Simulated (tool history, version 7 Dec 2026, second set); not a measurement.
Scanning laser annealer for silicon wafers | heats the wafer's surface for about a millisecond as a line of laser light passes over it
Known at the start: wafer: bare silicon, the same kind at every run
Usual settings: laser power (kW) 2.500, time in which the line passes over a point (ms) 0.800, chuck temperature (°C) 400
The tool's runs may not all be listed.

| run | day | laser power (kW) | time in which the line passes over a point (ms) | chuck temperature (°C) | highest temperature of the surface (°C) |
|---|---|---|---|---|---|
| 1 | 0.000 | 2.500 | 0.800 | 400 | 1180 |
| 2 | 2.500 | 2.500 | 0.800 | 400 | 1183 |
| 3 | 4.296 | 2.500 | 0.800 | 400 | 1185 |
| 4 | 5.496 | 2.500 | 0.800 | 400 | 1185 |
|  | 6.308 | optics aligned, line set to its width |
| 5 | 7.471 | 2.500 | 0.800 | 400 | 1188 |
| 6 | 9.488 | 2.500 | 0.800 | 400 | 1185 |
| 7 | 12.038 | 2.500 | 0.800 | 400 | 1187 |
| 8 | 13.346 | 2.500 | 0.800 | 400 | 1179 |
| 9 | 15.875 | 2.500 | 0.800 | 400 | 1178 |
| 10 | 18.433 | 2.500 | 0.800 | 400 | 1177 |
| 11 | 20.558 | 2.500 | 0.800 | 400 | 1173 |
| 12 | 21.829 | 2.500 | 0.800 | 400 | 1170 |
| 13 | 23.158 | 2.500 | 0.800 | 400 | 1173 |
|  | 23.842 | window over the wafer cleaned |
| 14 | 25.654 | 2.500 | 0.800 | 400 | 1216 |
| 15 | 28.158 | 2.500 | 0.800 | 400 | 1215 |
| 16 | 30.454 | 2.266 | 0.800 | 400 | 1136 |
| 17 | 32.338 | 2.500 | 0.800 | 400 | 1206 |
| 18 | 34.538 | 2.490 | 0.800 | 400 | 1201 |
| 19 | 35.796 | 2.500 | 0.800 | 400 | 1203 |
| 20 | 38.267 | 2.500 | 0.800 | 400 | 1201 |
| 21 | 39.483 | 2.500 | 0.800 | 400 | 1200 |
|  | 39.742 | laser's power meter calibrated |
| 22 | 41.779 | 2.734 | 0.641 | 397 | 1179 |
| 23 | 43.217 | 2.500 | 0.800 | 421 | 1224 |
| 24 | 45.212 | 2.412 | 0.566 | 400 | 1044 |
| 25 | 47.588 | 2.541 | 0.737 | 400 | 1178 |
| 26 | 49.796 | 2.500 | 0.976 | 412 | 1297 |
|  | 50.721 | laser's power meter calibrated, once more |
| 27 | 51.879 | 2.700 | 0.800 | 438 | 1283 |
| 28 | 54.079 | 2.557 | 0.636 | 410 | 1111 |
| 29 | 56.275 | 2.557 | 0.636 | 410 | 1112 |
| 30 | 58.088 | 2.500 | 0.861 | 365 | 1170 |
| 31 | 60.000 | 2.500 | 0.722 | 400 | 1130 |
| 32 | 61.667 | 2.500 | 0.722 | 400 | 1127 |
| 33 | 62.750 | 2.410 | 0.779 | 400 | 1135 |
| 34 | 64.117 | 2.351 | 0.609 | 361 | 988 |
| 35 | 66.479 | 2.351 | 0.609 | 361 | 985 |
| 36 | 67.588 | 2.458 | 0.800 | 417 | 1168 |
| 37 | 69.742 | 2.150 | 0.800 | 400 | 1057 |
| 38 | 70.904 | 2.376 | 0.592 | 367 | 985 |
|  | 71.679 | window over the wafer cleaned |
| 39 | 72.092 | 2.630 | 0.967 | 437 | 1375 |
| 40 | 73.717 | 2.500 | 0.998 | 400 | 1311 |

Forecast each of these 4 alternatives for the next run:
| A | 75.771 | 2.726 | 0.679 | 433 | ? |
| B | 75.771 | 2.500 | 0.806 | 361 | ? |
| C | 75.771 | 2.366 | 0.566 | 427 | ? |
| D | 75.771 | 2.500 | 0.998 | 417 | ? |

| run | highest temperature of the surface (°C) |
|---|---|
| A | 1232 |
| B | 1168 |
| C | 1059 |
| D | 1317 |
Without the tool's hidden state the same runs would have given:
| run | highest temperature of the surface (°C) |
|---|---|
| A | 1240 |
| B | 1176 |
| C | 1066 |
| D | 1326 |

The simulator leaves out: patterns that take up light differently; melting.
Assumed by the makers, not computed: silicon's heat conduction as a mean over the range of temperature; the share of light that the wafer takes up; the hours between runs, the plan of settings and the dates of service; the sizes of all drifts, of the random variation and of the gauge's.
